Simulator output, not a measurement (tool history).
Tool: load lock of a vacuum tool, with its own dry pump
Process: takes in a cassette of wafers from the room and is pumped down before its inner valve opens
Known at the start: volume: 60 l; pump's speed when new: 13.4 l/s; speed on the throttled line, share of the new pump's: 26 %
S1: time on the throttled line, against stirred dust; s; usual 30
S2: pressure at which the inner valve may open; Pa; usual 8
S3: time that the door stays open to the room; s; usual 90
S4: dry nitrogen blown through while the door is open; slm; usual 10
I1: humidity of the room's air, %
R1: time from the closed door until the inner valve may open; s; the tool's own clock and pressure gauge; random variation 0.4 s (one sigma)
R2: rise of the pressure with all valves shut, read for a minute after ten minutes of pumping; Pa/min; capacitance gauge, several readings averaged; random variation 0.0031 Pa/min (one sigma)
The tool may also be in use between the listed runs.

run    hour  S1  S2   S3  S4    I1    R1     R2
  1     0.0  30   8   90  10  45.0  71.7  0.067
  2   251.8  30   8   90  10  44.7  71.1  0.068
  3   386.6  30   8   90  14  47.0  71.0  0.066
  4   580.1  30   8   90  10  45.6  70.8  0.081
  5   863.9  30   8   90  10  46.1  72.0  0.081
  6  1118.2  30   8   90  10  42.3  71.5  0.080
  7  1294.0  30   8   90  10  43.6  71.5  0.085
  8  1562.5  30   8   90  10  44.4  71.9  0.090
  9  1872.9  30   8   90  10  49.1  73.0  0.107
 10  2122.2  30   8   90  10  45.0  72.8  0.109
 11  2329.6  30   8   90  10  46.7  72.6  0.108
 12  2518.4  30   8   90  10  48.3  73.4  0.124
     2552.4  -- dry pump taken out, an overhauled one fitted
 13  2825.9  30   8   90  10  42.3  65.0  0.119
 14  3062.0  30   8   90  32  42.8  64.5  0.097
 15  3314.0  47   8   90  10  46.6  77.7  0.145
 16  3578.2  47   8   90  10  44.0  77.7  0.145
 17  3813.7  47   8   90  10  45.6  77.9  0.159
 18  4022.3  30   8   90  10  46.4  65.6  0.164
 19  4147.8  36   7   25  14  45.4  70.4  0.119
 20  4305.6  42  14   48  26  45.3  71.7  0.129
 21  4603.2  32  15   49  14  46.7  64.4  0.155
 22  4897.7  49   7   71  11  43.0  80.9  0.181
 23  5208.2  43   7   26  10  44.5  76.3  0.166
 24  5502.4  43   7   26  10  48.0  76.4  0.185
 25  5733.6  43   7   26  10  43.0  76.2  0.196
 26  5880.7  43   7   26  10  44.6  75.9  0.200
 27  6171.2  30  10   34  10  45.6  66.5  0.215
 28  6397.7  30  10  114  26  41.3  65.3  0.243
 29  6623.0  30  10  114  26  44.6  66.8  0.252
 30  6796.4  49  10  149   6  46.3  79.3  0.322
     7026.8  -- door's seal changed, seat wiped
 31  7026.8  49  10  149   6  43.7  79.9  0.104
 32  7328.0  54   9  149   6  47.6  83.7  0.121
 33  7519.6  40  14  113  21  46.4  71.6  0.068
 34  7755.8  40  14  113  21  45.0  71.9  0.070
 35  7883.2  40  14  113  21  44.8  72.3  0.074
 36  8065.1  40  14  113  21  46.1  72.1  0.070

Forecast each of these 5 alternatives for the next run:
  A  8271.4  30  10   90  37  45.4   ?   ?
  B  8271.4  30   7   90  29  44.8   ?   ?
  C  8271.4  42  13  113  21  44.4   ?   ?
  D  8271.4  40  14   46  21  46.0   ?   ?
  E  8271.4  40   8   45  44  47.6   ?   ?

run    R1     R2
  A  67.5  0.055
  B  68.7  0.065
  C  74.9  0.075
  D  72.8  0.054
  E  74.9  0.039
Without the tool's hidden state the same runs would have given:
run    R1     R2
  A  64.0  0.039
  B  65.1  0.049
  C  71.9  0.059
  D  69.8  0.038
  E  71.6  0.023
